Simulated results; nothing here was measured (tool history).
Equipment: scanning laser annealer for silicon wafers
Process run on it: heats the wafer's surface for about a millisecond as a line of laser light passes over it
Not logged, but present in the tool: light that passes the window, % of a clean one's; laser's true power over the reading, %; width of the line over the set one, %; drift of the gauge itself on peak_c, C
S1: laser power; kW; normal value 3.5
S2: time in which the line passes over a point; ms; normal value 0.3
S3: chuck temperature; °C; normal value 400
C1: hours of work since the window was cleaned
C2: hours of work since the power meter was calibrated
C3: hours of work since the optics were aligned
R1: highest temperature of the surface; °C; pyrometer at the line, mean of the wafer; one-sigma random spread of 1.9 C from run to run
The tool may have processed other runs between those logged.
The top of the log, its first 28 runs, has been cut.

{"hour": 843.2, "done": "optics aligned, line set to its width"}
{"run": 29, "hour": 868.6, "S1": 3.195, "S2": 0.316, "S3": 435, "C1": 111, "C2": 1452, "C3": 19, "R1": 1174}
{"run": 30, "hour": 905.1, "S1": 3.195, "S2": 0.316, "S3": 435, "C1": 138, "C2": 1479, "C3": 46, "R1": 1174}
{"run": 31, "hour": 928.5, "S1": 3.195, "S2": 0.316, "S3": 435, "C1": 155, "C2": 1496, "C3": 63, "R1": 1169}
{"run": 32, "hour": 946.0, "S1": 3.195, "S2": 0.316, "S3": 435, "C1": 168, "C2": 1509, "C3": 76, "R1": 1170}
{"run": 33, "hour": 988.0, "S1": 3.064, "S2": 0.249, "S3": 404, "C1": 199, "C2": 1540, "C3": 107, "R1": 1010}
{"run": 34, "hour": 1026.1, "S1": 3.064, "S2": 0.249, "S3": 404, "C1": 227, "C2": 1569, "C3": 135, "R1": 1009}
{"run": 35, "hour": 1055.9, "S1": 3.338, "S2": 0.339, "S3": 370, "C1": 249, "C2": 1591, "C3": 157, "R1": 1175}
{"run": 36, "hour": 1098.5, "S1": 3.5, "S2": 0.241, "S3": 378, "C1": 281, "C2": 1622, "C3": 189, "R1": 1076}
{"run": 37, "hour": 1136.4, "S1": 3.5, "S2": 0.241, "S3": 378, "C1": 309, "C2": 1650, "C3": 217, "R1": 1076}
{"run": 38, "hour": 1163.2, "S1": 3.547, "S2": 0.241, "S3": 378, "C1": 329, "C2": 1670, "C3": 236, "R1": 1084}
{"run": 39, "hour": 1196.6, "S1": 3.5, "S2": 0.351, "S3": 430, "C1": 353, "C2": 1695, "C3": 261, "R1": 1297}
{"run": 40, "hour": 1237.3, "S1": 3.063, "S2": 0.351, "S3": 404, "C1": 383, "C2": 1725, "C3": 291, "R1": 1133}
{"run": 41, "hour": 1271.5, "S1": 2.999, "S2": 0.236, "S3": 380, "C1": 409, "C2": 1750, "C3": 316, "R1": 941}

3 ways to go on from here, each from the tool as it stands after run 41. What would each give?
{"run": "A", "hour": 1304.2, "S1": 3.491, "S2": 0.284, "S3": 425, "C1": 433, "C2": 1774, "C3": 341, "R1": "?"}
{"run": "B", "hour": 1304.2, "S1": 3.038, "S2": 0.231, "S3": 381, "C1": 433, "C2": 1774, "C3": 341, "R1": "?"}
{"run": "C", "hour": 1304.2, "S1": 3.698, "S2": 0.212, "S3": 394, "C1": 433, "C2": 1774, "C3": 341, "R1": "?"}

run=A R1=1181
run=B R1=946
run=C R1=1080
With no hidden state in the tool, these same runs would have given:
run=A R1=1202
run=B R1=963
run=C R1=1100

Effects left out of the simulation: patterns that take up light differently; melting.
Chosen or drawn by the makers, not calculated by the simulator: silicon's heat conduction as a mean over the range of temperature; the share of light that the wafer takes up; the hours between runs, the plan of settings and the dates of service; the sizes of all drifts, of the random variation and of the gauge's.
